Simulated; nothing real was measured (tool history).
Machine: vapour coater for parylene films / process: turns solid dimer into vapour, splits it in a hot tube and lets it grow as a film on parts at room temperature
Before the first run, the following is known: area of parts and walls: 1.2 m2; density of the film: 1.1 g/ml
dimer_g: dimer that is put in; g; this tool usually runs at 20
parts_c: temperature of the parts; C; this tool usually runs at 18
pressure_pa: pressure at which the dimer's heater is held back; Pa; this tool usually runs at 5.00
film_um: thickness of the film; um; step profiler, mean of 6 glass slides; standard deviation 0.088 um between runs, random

run 1 hour=0.0 | dimer_g=20 parts_c=18 pressure_pa=5.00 | film_um=10.71
run 2 hour=23.4 | dimer_g=20 parts_c=18 pressure_pa=5.00 | film_um=10.71
run 3 hour=35.7 | dimer_g=20 parts_c=18 pressure_pa=5.00 | film_um=10.59
run 4 hour=53.3 | dimer_g=20 parts_c=18 pressure_pa=5.00 | film_um=10.63
run 5 hour=75.4 | dimer_g=20 parts_c=18 pressure_pa=5.00 | film_um=10.66
run 6 hour=87.4 | dimer_g=20 parts_c=26 pressure_pa=5.00 | film_um=8.45
run 7 hour=109.1 | dimer_g=20 parts_c=28 pressure_pa=5.00 | film_um=7.92
run 8 hour=127.1 | dimer_g=20 parts_c=18 pressure_pa=5.00 | film_um=10.37
run 9 hour=143.6 | dimer_g=24 parts_c=18 pressure_pa=5.00 | film_um=12.47
run 10 hour=161.8 | dimer_g=20 parts_c=16 pressure_pa=5.00 | film_um=10.84
run 11 hour=177.2 | dimer_g=20 parts_c=16 pressure_pa=5.00 | film_um=10.99
run 12 hour=206.2 | dimer_g=20 parts_c=16 pressure_pa=5.00 | film_um=10.81
run 13 hour=226.9 | dimer_g=20 parts_c=16 pressure_pa=5.00 | film_um=11.04
run 14 hour=246.8 | dimer_g=20 parts_c=16 pressure_pa=5.00 | film_um=10.83
run 15 hour=259.2 | dimer_g=20 parts_c=16 pressure_pa=5.00 | film_um=10.94
run 16 hour=275.2 | dimer_g=20 parts_c=18 pressure_pa=5.00 | film_um=10.25
run 17 hour=293.1 | dimer_g=15 parts_c=18 pressure_pa=5.00 | film_um=7.54
run 18 hour=306.1 | dimer_g=15 parts_c=18 pressure_pa=5.00 | film_um=7.72
run 19 hour=330.8 | dimer_g=15 parts_c=18 pressure_pa=5.00 | film_um=7.60
run 20 hour=355.6 | dimer_g=15 parts_c=18 pressure_pa=5.00 | film_um=7.45
run 21 hour=376.1 | dimer_g=15 parts_c=18 pressure_pa=5.00 | film_um=7.47
run 22 hour=398.5 | dimer_g=15 parts_c=18 pressure_pa=5.00 | film_um=7.41
run 23 hour=421.0 | dimer_g=15 parts_c=18 pressure_pa=5.00 | film_um=7.47
run 24 hour=441.9 | dimer_g=12 parts_c=18 pressure_pa=11.28 | film_um=5.51
run 25 hour=467.7 | dimer_g=34 parts_c=24 pressure_pa=2.13 | film_um=14.92
run 26 hour=496.4 | dimer_g=16 parts_c=18 pressure_pa=5.00 | film_um=7.84
run 27 hour=522.3 | dimer_g=14 parts_c=18 pressure_pa=2.05 | film_um=7.22
run 28 hour=542.7 | dimer_g=14 parts_c=18 pressure_pa=2.05 | film_um=7.36
run 29 hour=562.0 | dimer_g=20 parts_c=10 pressure_pa=5.00 | film_um=12.16
run 30 hour=588.3 | dimer_g=19 parts_c=18 pressure_pa=2.59 | film_um=9.57
run 31 hour=608.4 | dimer_g=19 parts_c=18 pressure_pa=2.59 | film_um=9.62
run 32 hour=630.0 | dimer_g=20 parts_c=19 pressure_pa=5.00 | film_um=9.20
run 33 hour=652.0 | dimer_g=20 parts_c=19 pressure_pa=5.00 | film_um=9.32
run 34 hour=680.4 | dimer_g=8 parts_c=14 pressure_pa=10.47 | film_um=4.00
run 35 hour=707.1 | dimer_g=27 parts_c=14 pressure_pa=7.59 | film_um=13.48
run 36 hour=731.4 | dimer_g=27 parts_c=14 pressure_pa=7.59 | film_um=13.66
run 37 hour=755.7 | dimer_g=17 parts_c=22 pressure_pa=5.86 | film_um=6.90
run 38 hour=769.2 | dimer_g=17 parts_c=22 pressure_pa=5.86 | film_um=6.82
run 39 hour=797.9 | dimer_g=22 parts_c=12 pressure_pa=4.15 | film_um=12.13
run 40 hour=810.2 | dimer_g=20 parts_c=27 pressure_pa=11.71 | film_um=6.60
-- hour=827.5 trap's valve overhauled
run 41 hour=842.3 | dimer_g=20 parts_c=27 pressure_pa=11.71 | film_um=7.54
run 42 hour=856.0 | dimer_g=20 parts_c=27 pressure_pa=11.71 | film_um=7.44
run 43 hour=876.4 | dimer_g=29 parts_c=18 pressure_pa=3.84 | film_um=15.57
run 44 hour=892.6 | dimer_g=29 parts_c=18 pressure_pa=3.84 | film_um=15.65

Forecast each of these 4 alternatives for the next run:
run A hour=918.0 | dimer_g=20 parts_c=18 pressure_pa=5.00 | film_um=?
run B hour=918.0 | dimer_g=28 parts_c=13 pressure_pa=3.42 | film_um=?
run C hour=918.0 | dimer_g=20 parts_c=18 pressure_pa=3.97 | film_um=?
run D hour=918.0 | dimer_g=20 parts_c=18 pressure_pa=2.20 | film_um=?

run=A film_um=10.59
run=B film_um=17.53
run=C film_um=10.61
run=D film_um=11.23
Without the tool's unlogged condition, the same runs would have read:
run=A film_um=10.93
run=B film_um=18.10
run=C film_um=10.96
run=D film_um=11.60
